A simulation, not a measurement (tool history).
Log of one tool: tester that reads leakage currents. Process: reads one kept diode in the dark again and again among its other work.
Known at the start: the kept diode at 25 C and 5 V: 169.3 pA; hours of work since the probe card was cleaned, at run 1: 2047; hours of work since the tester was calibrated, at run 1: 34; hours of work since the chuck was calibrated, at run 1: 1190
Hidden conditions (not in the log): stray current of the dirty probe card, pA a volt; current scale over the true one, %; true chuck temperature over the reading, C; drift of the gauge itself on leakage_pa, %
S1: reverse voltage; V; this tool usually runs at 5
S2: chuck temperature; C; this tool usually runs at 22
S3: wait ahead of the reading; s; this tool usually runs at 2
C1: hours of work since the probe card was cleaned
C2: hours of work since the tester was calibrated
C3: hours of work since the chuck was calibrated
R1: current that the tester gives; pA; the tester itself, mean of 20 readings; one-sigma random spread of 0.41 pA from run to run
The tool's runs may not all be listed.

{"run": 1, "hour": 0.0, "S1": 5, "S2": 22, "S3": 2, "C1": 2047, "C2": 34, "C3": 1190, "R1": 153.24}
{"run": 2, "hour": 241.0, "S1": 5, "S2": 22, "S3": 2, "C1": 2155, "C2": 143, "C3": 1299, "R1": 153.52}
{"run": 3, "hour": 395.4, "S1": 5, "S2": 22, "S3": 2, "C1": 2225, "C2": 213, "C3": 1368, "R1": 154.56}
{"run": 4, "hour": 679.3, "S1": 1.47, "S2": 22, "S3": 2, "C1": 2353, "C2": 340, "C3": 1496, "R1": 91.62}
{"run": 5, "hour": 857.8, "S1": 1.47, "S2": 22, "S3": 2, "C1": 2433, "C2": 421, "C3": 1577, "R1": 91.99}
{"run": 6, "hour": 1123.1, "S1": 1.47, "S2": 22, "S3": 2, "C1": 2553, "C2": 540, "C3": 1696, "R1": 92.66}
{"run": 7, "hour": 1324.4, "S1": 5, "S2": 54, "S3": 2, "C1": 2643, "C2": 631, "C3": 1787, "R1": 1219.96}
{"run": 8, "hour": 1468.1, "S1": 9.35, "S2": 37, "S3": 0.66, "C1": 2708, "C2": 696, "C3": 1852, "R1": 565.52}
{"run": 9, "hour": 1672.4, "S1": 1.93, "S2": 35, "S3": 0.31, "C1": 2800, "C2": 788, "C3": 1944, "R1": 255.18}
{"run": 10, "hour": 1893.6, "S1": 1.93, "S2": 35, "S3": 0.31, "C1": 2900, "C2": 887, "C3": 2043, "R1": 255.72}
{"run": 11, "hour": 2036.8, "S1": 1.93, "S2": 35, "S3": 0.31, "C1": 2964, "C2": 952, "C3": 2108, "R1": 257.67}
{"run": 12, "hour": 2223.9, "S1": 1.93, "S2": 35, "S3": 0.31, "C1": 3049, "C2": 1036, "C3": 2192, "R1": 257.84}
{"hour": 2362.0, "done": "chuck's temperature calibrated"}
{"run": 13, "hour": 2467.6, "S1": 1.4, "S2": 48, "S3": 4.99, "C1": 3158, "C2": 1145, "C3": 48, "R1": 472.08}

Forecast each of these 3 alternatives for the next run:
{"run": "A", "hour": 2714.9, "S1": 1.4, "S2": 29, "S3": 3.01, "C1": 3269, "C2": 1257, "C3": 159, "R1": "?"}
{"run": "B", "hour": 2714.9, "S1": 1.93, "S2": 43, "S3": 1.53, "C1": 3269, "C2": 1257, "C3": 159, "R1": "?"}
{"run": "C", "hour": 2714.9, "S1": 1.19, "S2": 26, "S3": 2.2, "C1": 3269, "C2": 1257, "C3": 159, "R1": "?"}

run=A R1=137.51
run=B R1=395.67
run=C R1=104.33
What these runs would have given with no unlogged condition in the tool:
run=A R1=134.44
run=B R1=392.61
run=C R1=101.65
